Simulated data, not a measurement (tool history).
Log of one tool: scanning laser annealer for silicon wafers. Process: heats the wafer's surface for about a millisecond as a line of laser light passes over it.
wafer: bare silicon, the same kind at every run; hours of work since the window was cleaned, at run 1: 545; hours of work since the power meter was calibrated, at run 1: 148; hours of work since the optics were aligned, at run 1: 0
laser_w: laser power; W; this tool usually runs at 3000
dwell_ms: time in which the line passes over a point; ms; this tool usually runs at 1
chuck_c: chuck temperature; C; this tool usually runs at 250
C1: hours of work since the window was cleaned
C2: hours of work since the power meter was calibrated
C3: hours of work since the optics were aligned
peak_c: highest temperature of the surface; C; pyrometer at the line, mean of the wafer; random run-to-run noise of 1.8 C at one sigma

{"run": 1, "day": 0.0, "laser_w": 3000, "dwell_ms": 1, "chuck_c": 250, "C1": 545, "C2": 148, "C3": 0, "peak_c": 989}
{"run": 2, "day": 0.733, "laser_w": 3156, "dwell_ms": 1, "chuck_c": 250, "C1": 556, "C2": 158, "C3": 10, "peak_c": 1033}
{"run": 3, "day": 1.25, "laser_w": 3156, "dwell_ms": 1, "chuck_c": 250, "C1": 563, "C2": 166, "C3": 18, "peak_c": 1030}
{"run": 4, "day": 2.2, "laser_w": 3156, "dwell_ms": 1, "chuck_c": 250, "C1": 576, "C2": 179, "C3": 31, "peak_c": 1032}
{"run": 5, "day": 2.912, "laser_w": 3000, "dwell_ms": 0.84, "chuck_c": 250, "C1": 587, "C2": 189, "C3": 41, "peak_c": 915}
{"run": 6, "day": 3.579, "laser_w": 3000, "dwell_ms": 0.84, "chuck_c": 250, "C1": 596, "C2": 199, "C3": 51, "peak_c": 911}
{"run": 7, "day": 4.067, "laser_w": 3000, "dwell_ms": 1, "chuck_c": 250, "C1": 603, "C2": 206, "C3": 58, "peak_c": 989}
{"run": 8, "day": 4.679, "laser_w": 3000, "dwell_ms": 1, "chuck_c": 250, "C1": 612, "C2": 214, "C3": 67, "peak_c": 987}
{"day": 5.188, "done": "window over the wafer cleaned"}
{"run": 9, "day": 5.4, "laser_w": 3000, "dwell_ms": 1, "chuck_c": 250, "C1": 3, "C2": 223, "C3": 76, "peak_c": 1017}
{"run": 10, "day": 6.183, "laser_w": 3000, "dwell_ms": 1, "chuck_c": 250, "C1": 14, "C2": 234, "C3": 87, "peak_c": 1013}
{"day": 6.462, "done": "optics aligned, line set to its width"}
{"run": 11, "day": 7.196, "laser_w": 3000, "dwell_ms": 1, "chuck_c": 250, "C1": 26, "C2": 246, "C3": 10, "peak_c": 1016}
{"run": 12, "day": 7.804, "laser_w": 3000, "dwell_ms": 1, "chuck_c": 246, "C1": 34, "C2": 255, "C3": 19, "peak_c": 1009}
{"run": 13, "day": 8.538, "laser_w": 3000, "dwell_ms": 0.91, "chuck_c": 250, "C1": 45, "C2": 265, "C3": 29, "peak_c": 971}
{"day": 8.883, "done": "optics aligned, line set to its width, once more"}
{"run": 14, "day": 9.429, "laser_w": 3000, "dwell_ms": 0.91, "chuck_c": 233, "C1": 54, "C2": 275, "C3": 8, "peak_c": 957}
{"run": 15, "day": 9.938, "laser_w": 3000, "dwell_ms": 1, "chuck_c": 250, "C1": 62, "C2": 282, "C3": 15, "peak_c": 1015}
{"run": 16, "day": 10.7, "laser_w": 3184, "dwell_ms": 1, "chuck_c": 250, "C1": 72, "C2": 293, "C3": 26, "peak_c": 1065}
{"run": 17, "day": 11.421, "laser_w": 2843, "dwell_ms": 1, "chuck_c": 250, "C1": 83, "C2": 303, "C3": 36, "peak_c": 970}
{"run": 18, "day": 11.962, "laser_w": 2634, "dwell_ms": 0.74, "chuck_c": 226, "C1": 90, "C2": 311, "C3": 44, "peak_c": 782}
{"run": 19, "day": 12.658, "laser_w": 2634, "dwell_ms": 0.74, "chuck_c": 240, "C1": 100, "C2": 321, "C3": 54, "peak_c": 793}
{"run": 20, "day": 13.425, "laser_w": 3125, "dwell_ms": 0.76, "chuck_c": 216, "C1": 111, "C2": 332, "C3": 65, "peak_c": 894}
{"run": 21, "day": 14.225, "laser_w": 3000, "dwell_ms": 0.97, "chuck_c": 246, "C1": 123, "C2": 343, "C3": 76, "peak_c": 995}
{"run": 22, "day": 14.967, "laser_w": 3000, "dwell_ms": 0.97, "chuck_c": 246, "C1": 133, "C2": 353, "C3": 86, "peak_c": 994}
{"run": 23, "day": 15.433, "laser_w": 2938, "dwell_ms": 1.05, "chuck_c": 266, "C1": 140, "C2": 360, "C3": 93, "peak_c": 1031}
{"run": 24, "day": 15.988, "laser_w": 3203, "dwell_ms": 0.8, "chuck_c": 250, "C1": 148, "C2": 368, "C3": 101, "peak_c": 967}
{"run": 25, "day": 16.729, "laser_w": 2648, "dwell_ms": 0.94, "chuck_c": 261, "C1": 158, "C2": 378, "C3": 112, "peak_c": 900}
{"run": 26, "day": 17.242, "laser_w": 2617, "dwell_ms": 1.15, "chuck_c": 238, "C1": 165, "C2": 386, "C3": 119, "peak_c": 949}
{"run": 27, "day": 18.029, "laser_w": 2879, "dwell_ms": 0.98, "chuck_c": 250, "C1": 177, "C2": 397, "C3": 130, "peak_c": 971}
{"run": 28, "day": 18.938, "laser_w": 3000, "dwell_ms": 1.15, "chuck_c": 214, "C1": 190, "C2": 410, "C3": 143, "peak_c": 1036}
{"run": 29, "day": 19.358, "laser_w": 2628, "dwell_ms": 0.9, "chuck_c": 275, "C1": 196, "C2": 416, "C3": 149, "peak_c": 891}
{"run": 30, "day": 19.917, "laser_w": 3000, "dwell_ms": 1.05, "chuck_c": 250, "C1": 204, "C2": 424, "C3": 157, "peak_c": 1030}
{"run": 31, "day": 20.838, "laser_w": 2964, "dwell_ms": 0.83, "chuck_c": 236, "C1": 217, "C2": 437, "C3": 170, "peak_c": 905}
{"run": 32, "day": 21.783, "laser_w": 3154, "dwell_ms": 0.76, "chuck_c": 214, "C1": 230, "C2": 450, "C3": 183, "peak_c": 892}

Below, each run's measurement less what the same run would have read without the hidden state. Both values contain the same run-to-run variation, but the gauge's scatter may not be the same in both:
The hidden state here: light that passes the window, % of a clean one's; laser's true power over the reading, %; width of the line over the set one, %; drift of the gauge itself on peak_c, C.
run=1 peak_c=-28
run=2 peak_c=-30
run=3 peak_c=-31
run=4 peak_c=-32
run=5 peak_c=-28
run=6 peak_c=-28
run=7 peak_c=-31
run=8 peak_c=-32
run=9 peak_c=-1
run=10 peak_c=-2
run=11 peak_c=-4
run=12 peak_c=-5
run=13 peak_c=-5
run=14 peak_c=-3
run=15 peak_c=-3
run=16 peak_c=-4
run=17 peak_c=-5
run=18 peak_c=-4
run=19 peak_c=-4
run=20 peak_c=-5
run=21 peak_c=-6
run=22 peak_c=-8
run=23 peak_c=-8
run=24 peak_c=-8
run=25 peak_c=-8
run=26 peak_c=-9
run=27 peak_c=-9
run=28 peak_c=-12
run=29 peak_c=-9
run=30 peak_c=-12
run=31 peak_c=-11
run=32 peak_c=-12
